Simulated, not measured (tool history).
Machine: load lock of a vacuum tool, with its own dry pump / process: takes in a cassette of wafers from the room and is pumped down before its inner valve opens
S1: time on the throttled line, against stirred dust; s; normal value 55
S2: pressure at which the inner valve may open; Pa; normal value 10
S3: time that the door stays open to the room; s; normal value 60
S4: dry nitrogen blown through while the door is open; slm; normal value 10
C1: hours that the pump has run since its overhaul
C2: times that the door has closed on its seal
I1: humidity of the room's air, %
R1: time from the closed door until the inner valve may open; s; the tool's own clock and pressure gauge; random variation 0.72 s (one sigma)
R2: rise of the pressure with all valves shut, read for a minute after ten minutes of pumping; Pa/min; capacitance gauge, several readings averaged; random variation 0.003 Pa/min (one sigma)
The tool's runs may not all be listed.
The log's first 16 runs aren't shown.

{"run": 17, "hour": 3105.9, "S1": 82, "S2": 9, "S3": 60, "S4": 35, "C1": 8213, "C2": 16212, "I1": 46.4, "R1": 135.0, "R2": 0.295}
{"run": 18, "hour": 3329.4, "S1": 43, "S2": 15, "S3": 112, "S4": 26, "C1": 8437, "C2": 17309, "I1": 40.1, "R1": 98.9, "R2": 0.346}
{"run": 19, "hour": 3596.7, "S1": 37, "S2": 18, "S3": 59, "S4": 10, "C1": 8704, "C2": 18621, "I1": 44.7, "R1": 94.1, "R2": 0.386}
{"run": 20, "hour": 3742.0, "S1": 37, "S2": 18, "S3": 59, "S4": 10, "C1": 8849, "C2": 19334, "I1": 43.8, "R1": 92.3, "R2": 0.399}
{"run": 21, "hour": 3982.1, "S1": 37, "S2": 18, "S3": 59, "S4": 10, "C1": 9089, "C2": 20512, "I1": 45.7, "R1": 92.7, "R2": 0.446}
{"run": 22, "hour": 4188.0, "S1": 37, "S2": 18, "S3": 59, "S4": 10, "C1": 9295, "C2": 21523, "I1": 44.2, "R1": 92.5, "R2": 0.453}
{"run": 23, "hour": 4457.2, "S1": 84, "S2": 10, "S3": 108, "S4": 36, "C1": 9564, "C2": 22845, "I1": 42.7, "R1": 136.0, "R2": 0.513}
{"run": 24, "hour": 4580.5, "S1": 55, "S2": 10, "S3": 59, "S4": 18, "C1": 9688, "C2": 23450, "I1": 42.5, "R1": 112.2, "R2": 0.52}
{"run": 25, "hour": 4781.8, "S1": 55, "S2": 10, "S3": 71, "S4": 18, "C1": 9889, "C2": 24437, "I1": 44.4, "R1": 113.1, "R2": 0.547}
{"run": 26, "hour": 4995.1, "S1": 49, "S2": 14, "S3": 87, "S4": 7, "C1": 10102, "C2": 25484, "I1": 50.4, "R1": 103.7, "R2": 0.616}
{"run": 27, "hour": 5205.2, "S1": 55, "S2": 7, "S3": 59, "S4": 10, "C1": 10312, "C2": 26516, "I1": 44.8, "R1": 115.2, "R2": 0.638}
{"hour": 5354.0, "done": "door's seal changed, seat wiped"}
{"run": 28, "hour": 5483.7, "S1": 55, "S2": 11, "S3": 60, "S4": 5, "C1": 10589, "C2": 636, "I1": 46.5, "R1": 110.6, "R2": 0.034}
{"run": 29, "hour": 5635.8, "S1": 54, "S2": 10, "S3": 60, "S4": 10, "C1": 10742, "C2": 1383, "I1": 46.5, "R1": 113.2, "R2": 0.037}
{"run": 30, "hour": 5800.0, "S1": 54, "S2": 10, "S3": 60, "S4": 10, "C1": 10906, "C2": 2189, "I1": 47.6, "R1": 111.1, "R2": 0.05}
{"run": 31, "hour": 5973.4, "S1": 54, "S2": 10, "S3": 60, "S4": 10, "C1": 11079, "C2": 3040, "I1": 44.6, "R1": 112.2, "R2": 0.053}
{"run": 32, "hour": 6203.1, "S1": 91, "S2": 8, "S3": 88, "S4": 17, "C1": 11309, "C2": 4167, "I1": 41.9, "R1": 142.8, "R2": 0.062}
{"run": 33, "hour": 6316.8, "S1": 44, "S2": 9, "S3": 26, "S4": 22, "C1": 11423, "C2": 4726, "I1": 46.5, "R1": 104.3, "R2": 0.064}

Predict each of these 3 candidate next runs independently; none follows another, all start after run 33:
{"run": "A", "hour": 6540.5, "S1": 90, "S2": 13, "S3": 60, "S4": 10, "C1": 11646, "C2": 5824, "I1": 45.7, "R1": "?", "R2": "?"}
{"run": "B", "hour": 6540.5, "S1": 55, "S2": 10, "S3": 92, "S4": 11, "C1": 11646, "C2": 5824, "I1": 42.9, "R1": "?", "R2": "?"}
{"run": "C", "hour": 6540.5, "S1": 44, "S2": 9, "S3": 26, "S4": 4, "C1": 11646, "C2": 5824, "I1": 46.0, "R1": "?", "R2": "?"}

run=A R1=138.4 R2=0.088
run=B R1=110.2 R2=0.094
run=C R1=103.7 R2=0.080
Stripped of hidden state, with their random variation kept, the same runs would have yielded:
run=A R1=135.9 R2=0.026
run=B R1=107.4 R2=0.030
run=C R1=100.7 R2=0.016
